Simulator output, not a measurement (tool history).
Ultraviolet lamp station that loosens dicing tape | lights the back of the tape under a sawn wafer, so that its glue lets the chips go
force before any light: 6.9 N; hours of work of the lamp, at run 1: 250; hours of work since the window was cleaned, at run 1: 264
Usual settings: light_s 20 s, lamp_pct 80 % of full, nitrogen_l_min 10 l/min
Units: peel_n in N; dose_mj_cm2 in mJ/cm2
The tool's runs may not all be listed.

run,day,light_s,lamp_pct,nitrogen_l_min,hours of work of the lamp,hours of work since the window was cleaned,peel_n,dose_mj_cm2
1,0,20,80,10,250,264,0.415,324
2,0.262,20,84,10,255,269,0.381,338
3,0.712,20,84,10,263,277,0.386,328
4,1.042,20,84,10,269,283,0.361,335
5,1.396,20,84,10,276,290,0.415,334
6,1.871,20,84,10,285,299,0.397,333
7,2.275,20,84,10,292,306,0.405,332
8,2.808,20,84,10,302,316,0.406,330
9,3.221,17,80,10,310,324,0.587,260
# day 3.271: window cleaned of glue's vapour
10,3.517,17,80,10,315,5,0.65,255
11,4.042,17,80,10,325,14,0.641,251
12,4.617,17,80,10,336,25,0.648,253
13,5.042,12,80,10,344,33,1.206,177
14,5.638,12,80,10,355,44,1.215,171
# day 5.958: window cleaned of glue's vapour, once more
15,6.05,15,60,9,362,2,1.113,193
16,6.521,24,76,15,371,11,0.277,386
17,7,24,76,15,380,20,0.269,382
18,7.5,32,85,15,389,29,0.207,570
19,8.025,32,85,15,399,39,0.214,574
20,8.338,32,85,15,405,45,0.199,572
21,8.608,32,85,15,410,50,0.219,568
22,9,32,85,15,417,57,0.21,556
23,9.325,17,92,6,423,63,0.554,326
24,9.783,13,70,6,432,72,1.503,190
25,10.054,13,70,10,437,77,1.074,188
26,10.442,13,70,10,444,84,1.06,188
27,10.804,24,80,13,451,91,0.274,394
28,11.158,26,84,10,458,97,0.264,445

4 ways to go on from here, each from the tool as it stands after run 28. What would each give?
A,11.708,29,87,4,468,108,?,?
B,11.708,24,80,4,468,108,?,?
C,11.708,26,84,3,468,108,?,?
D,11.708,20,100,10,468,108,?,?

run,peel_n,dose_mj_cm2
A,0.325,507
B,0.539,386
C,0.504,441
D,0.287,406
Without the tool's hidden state the same runs would have given:
run,peel_n,dose_mj_cm2
A,0.273,579
B,0.426,442
C,0.397,503
D,0.249,463

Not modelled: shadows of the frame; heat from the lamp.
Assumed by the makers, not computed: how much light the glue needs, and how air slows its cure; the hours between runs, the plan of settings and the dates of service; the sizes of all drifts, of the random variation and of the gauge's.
